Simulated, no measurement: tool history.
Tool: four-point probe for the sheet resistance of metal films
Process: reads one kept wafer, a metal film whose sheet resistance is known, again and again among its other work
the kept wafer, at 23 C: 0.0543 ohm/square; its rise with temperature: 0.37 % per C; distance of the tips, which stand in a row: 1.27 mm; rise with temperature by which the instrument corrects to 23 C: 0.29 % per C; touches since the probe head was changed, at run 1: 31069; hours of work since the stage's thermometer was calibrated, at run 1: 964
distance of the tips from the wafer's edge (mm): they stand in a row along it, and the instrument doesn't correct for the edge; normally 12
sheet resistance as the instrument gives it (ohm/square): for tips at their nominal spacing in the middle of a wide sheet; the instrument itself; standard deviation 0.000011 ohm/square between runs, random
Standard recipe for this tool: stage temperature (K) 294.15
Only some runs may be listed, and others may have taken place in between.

run	hour	stage temperature (K)	distance of the tips from the wafer's edge (mm)	touches since the probe head was changed	hours of work since the stage's thermometer was calibrated	sheet resistance as the instrument gives it (ohm/square)
1	0	294.15	12	31069	964	0.054771
2	119.1	294.15	12	33706	1039	0.05476
3	200.7	294.15	12	35512	1091	0.054758
4	264.8	305.15	12	36929	1131	0.055233
5	320.3	294.15	4	38159	1167	0.057216
6	438.8	294.15	12	40782	1242	0.054734
7	489.8	304.15	12	41911	1274	0.055179
8	542.1	303.15	12	43067	1307	0.055131
9	654.9	303.15	7	45565	1378	0.055747
10	714.9	294.15	44	46893	1416	0.05442
11	818.1	294.15	44	49176	1481	0.054424
12	909.8	294.15	12	51206	1539	0.05471
13	982	294.15	12	52805	1585	0.054686
14	1091.5	306.15	12	55229	1654	0.05521
15	1147.1	306.15	12	56458	1689	0.055225
16	1223.5	306.15	12	58150	1738	0.05519
17	1327.7	306.15	9	60457	1804	0.055459
18	1429.6	294.15	12	62712	1868	0.05467
19	1539.2	294.15	19	65136	1937	0.05448
20	1659.8	294.15	12	67807	2014	0.05466
21	1766.2	294.15	12	70162	2081	0.054659
22	1818.3	294.15	12	71314	2114	0.05465
23	1904.2	292.15	15	73216	2168	0.054437
# hour 1914.2: stage's thermometer calibrated
24	2017.9	302.15	72	75722	66	0.054741
25	2075.1	299.15	42	76988	102	0.05463
# hour 2085.1: stage's thermometer calibrated, once more
26	2200	299.15	42	79741	73	0.054365
27	2275.1	298.15	42	81403	120	0.054318
28	2335.1	298.15	42	82730	158	0.054343
29	2441.8	305.15	12	85092	226	0.054954
30	2566.7	300.15	27	87858	305	0.054471
31	2650.3	300.15	27	89707	357	0.054435
32	2769.7	300.15	3	92349	433	0.05911
33	2877.6	301.15	4	94738	501	0.057196
34	2977.6	305.15	7	96951	564	0.055516
35	3044.7	294.15	8	98437	607	0.054833

Run 36 has not been measured yet. What should we expect?
36	3133.3	308.15	52	100397	663	?

Run 36 came out at sheet resistance as the instrument gives it (ohm/square) 0.054711.
With no hidden state in the tool, this same run would have given sheet resistance as the instrument gives it (ohm/square) 0.054846.

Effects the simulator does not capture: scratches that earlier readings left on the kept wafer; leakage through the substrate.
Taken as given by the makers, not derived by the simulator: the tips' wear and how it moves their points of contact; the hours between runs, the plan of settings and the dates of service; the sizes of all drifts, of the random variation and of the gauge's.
